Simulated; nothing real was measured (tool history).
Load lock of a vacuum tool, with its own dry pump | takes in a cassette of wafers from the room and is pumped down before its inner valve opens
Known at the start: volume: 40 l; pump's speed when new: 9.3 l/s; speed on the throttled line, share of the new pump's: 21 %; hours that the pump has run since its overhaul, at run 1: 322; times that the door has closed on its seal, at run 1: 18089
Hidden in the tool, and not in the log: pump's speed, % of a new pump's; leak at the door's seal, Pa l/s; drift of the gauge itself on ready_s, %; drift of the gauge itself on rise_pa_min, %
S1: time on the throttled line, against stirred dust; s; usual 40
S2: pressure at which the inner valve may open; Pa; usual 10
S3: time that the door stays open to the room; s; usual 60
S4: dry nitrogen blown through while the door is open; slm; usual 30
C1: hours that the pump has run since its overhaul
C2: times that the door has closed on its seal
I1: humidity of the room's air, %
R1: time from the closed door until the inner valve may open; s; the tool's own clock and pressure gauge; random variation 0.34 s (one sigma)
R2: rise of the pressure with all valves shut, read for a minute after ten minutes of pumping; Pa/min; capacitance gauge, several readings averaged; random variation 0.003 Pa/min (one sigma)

run	hour	S1	S2	S3	S4	C1	C2	I1	R1	R2
1	0	40	10	60	30	322	18089	46.5	72.9	0.089
2	199.7	40	10	60	30	522	18727	46.8	72.4	0.087
3	327.7	40	10	60	30	650	19136	43.2	73	0.09
4	565	40	10	60	6	887	19894	43.7	73.4	0.124
5	711.5	40	10	60	6	1034	20362	46	72.7	0.126
6	931.5	40	10	60	6	1254	21065	42.4	73.1	0.124
7	1112.4	40	11	60	30	1435	21643	44.4	72.9	0.101
8	1251.1	40	11	60	30	1573	22086	43.5	73.2	0.106
9	1387.5	40	11	60	30	1710	22522	45.3	72.1	0.106
10	1516.8	40	10	60	30	1839	22935	43.1	73	0.115
11	1671.3	40	10	60	7	1993	23429	44.8	73.9	0.141
12	1813.7	40	10	60	7	2136	23883	43.7	74.1	0.144
13	1976.7	40	10	129	30	2299	24404	45.4	73.5	0.135
14	2157.2	40	10	60	30	2479	24981	45.7	73.9	0.121
15	2301.2	40	10	60	30	2623	25441	44.3	73.7	0.125
16	2463.9	40	10	60	30	2786	25961	47.3	72.9	0.133
17	2707.2	40	10	60	30	3029	26738	45.1	73.6	0.131
18	2811.1	40	10	60	30	3133	27070	47.6	73.7	0.14
19	3028.1	40	10	60	30	3350	27764	46	74.2	0.136
20	3136.2	29	12	60	30	3458	28109	47.8	64.6	0.151
21	3376.1	29	12	60	30	3698	28875	42	65.2	0.146
22	3563.7	67	10	60	30	3886	29475	44.6	95.8	0.149
23	3695.2	67	10	60	30	4017	29895	44.6	95.2	0.159
24	3932.5	67	10	60	30	4255	30653	45.6	95.6	0.165
25	4128.8	40	10	98	10	4451	31280	44.4	74	0.199
26	4314.3	40	10	98	10	4636	31873	46.5	74	0.214
27	4487.9	40	10	98	10	4810	32427	48.6	74.7	0.215
28	4709.8	40	19	98	9	5032	33136	45.8	72.4	0.228
29	4882.1	40	19	98	9	5204	33687	45.7	71.3	0.225
30	4997.5	78	17	98	14	5320	34056	44.3	101.5	0.218
31	5237.3	67	9	36	6	5559	34822	45.9	96.9	0.199
32	5447.8	40	10	60	38	5770	35494	44.8	74.7	0.189
33	5585.4	21	10	60	25	5908	35934	41.8	60.7	0.196
34	5743.2	21	10	60	25	6065	36438	47.2	60.8	0.207
35	5943.2	21	10	60	25	6265	37077	46.4	61	0.214
36	6130.5	29	9	217	6	6453	37676	43.3	67.6	0.316

3 ways to go on from here, each from the tool as it stands after run 36. What would each give?
A	6355.1	40	16	60	30	6677	38393	46.3	?	?
B	6355.1	31	9	217	6	6677	38393	46.1	?	?
C	6355.1	40	12	60	30	6677	38393	46	?	?

run	R1	R2
A	73.1	0.227
B	69.1	0.327
C	74.6	0.216
Without the tool's hidden state the same runs would have given:
run	R1	R2
A	69.8	0.036
B	65.3	0.135
C	71.1	0.028

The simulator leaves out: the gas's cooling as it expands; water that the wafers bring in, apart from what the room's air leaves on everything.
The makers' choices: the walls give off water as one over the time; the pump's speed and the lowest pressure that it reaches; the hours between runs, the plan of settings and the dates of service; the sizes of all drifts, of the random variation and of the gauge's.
